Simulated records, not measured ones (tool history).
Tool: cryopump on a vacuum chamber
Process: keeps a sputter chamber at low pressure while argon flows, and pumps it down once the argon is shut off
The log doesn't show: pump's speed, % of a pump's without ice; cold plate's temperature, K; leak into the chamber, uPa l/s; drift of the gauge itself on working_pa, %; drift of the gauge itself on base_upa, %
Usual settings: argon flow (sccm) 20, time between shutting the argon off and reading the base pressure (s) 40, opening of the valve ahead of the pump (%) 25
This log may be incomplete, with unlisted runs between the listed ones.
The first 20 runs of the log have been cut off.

| run | hour | argon flow (sccm) | time between shutting the argon off and reading the base pressure (s) | opening of the valve ahead of the pump (%) | hours of work since the pump was warmed up and emptied | hours of work since the cold head was overhauled | hours of work since the chamber's fittings were tightened | pressure while argon flows (Pa) | pressure after the wait (uPa) |
|---|---|---|---|---|---|---|---|---|---|
| 21 | 1378.4 | 25 | 39 | 36 | 644 | 2741 | 399 | 0.0617 | 1.37 |
|  | 1419.7 | pump warmed up, emptied and cooled again |
| 22 | 1443.4 | 25 | 134 | 36 | 17 | 2783 | 441 | 0.0538 | 0.63 |
| 23 | 1532.6 | 28 | 50 | 25 | 80 | 2846 | 504 | 0.0865 | 1.11 |
| 24 | 1615.1 | 20 | 36 | 25 | 138 | 2904 | 562 | 0.0627 | 1.40 |
| 25 | 1665.8 | 20 | 36 | 25 | 173 | 2940 | 598 | 0.0622 | 1.46 |
| 26 | 1729.4 | 20 | 36 | 25 | 218 | 2985 | 643 | 0.0633 | 1.50 |
| 27 | 1798.2 | 20 | 36 | 25 | 267 | 3033 | 691 | 0.0630 | 1.54 |
| 28 | 1840.5 | 10 | 35 | 27 | 296 | 3063 | 721 | 0.0299 | 1.59 |
| 29 | 1888.7 | 10 | 35 | 27 | 330 | 3097 | 755 | 0.0302 | 1.70 |
| 30 | 1969.8 | 10 | 35 | 27 | 387 | 3154 | 812 | 0.0298 | 1.70 |
| 31 | 2039.0 | 8 | 32 | 48 | 436 | 3203 | 861 | 0.0140 | 1.80 |
| 32 | 2112.8 | 20 | 40 | 58 | 488 | 3255 | 913 | 0.0315 | 1.63 |
| 33 | 2207.7 | 20 | 40 | 58 | 555 | 3321 | 980 | 0.0323 | 1.78 |
| 34 | 2295.9 | 25 | 21 | 58 | 617 | 3384 | 1042 | 0.0407 | 2.54 |

What if the next run were any one of these 4? Each begins from the tool's condition after run 34:
| A | 2342.4 | 11 | 40 | 25 | 650 | 3416 | 1075 | ? | ? |
| B | 2342.4 | 20 | 21 | 59 | 650 | 3416 | 1075 | ? | ? |
| C | 2342.4 | 9 | 98 | 29 | 650 | 3416 | 1075 | ? | ? |
| D | 2342.4 | 20 | 40 | 46 | 650 | 3416 | 1075 | ? | ? |

| run | pressure while argon flows (Pa) | pressure after the wait (uPa) |
|---|---|---|
| A | 0.0376 | 1.87 |
| B | 0.0334 | 2.67 |
| C | 0.0267 | 1.36 |
| D | 0.0404 | 1.93 |
What these runs would have given with no unlogged condition in the tool:
| run | pressure while argon flows (Pa) | pressure after the wait (uPa) |
|---|---|---|
| A | 0.0336 | 0.99 |
| B | 0.0260 | 1.78 |
| C | 0.0234 | 0.49 |
| D | 0.0329 | 1.02 |
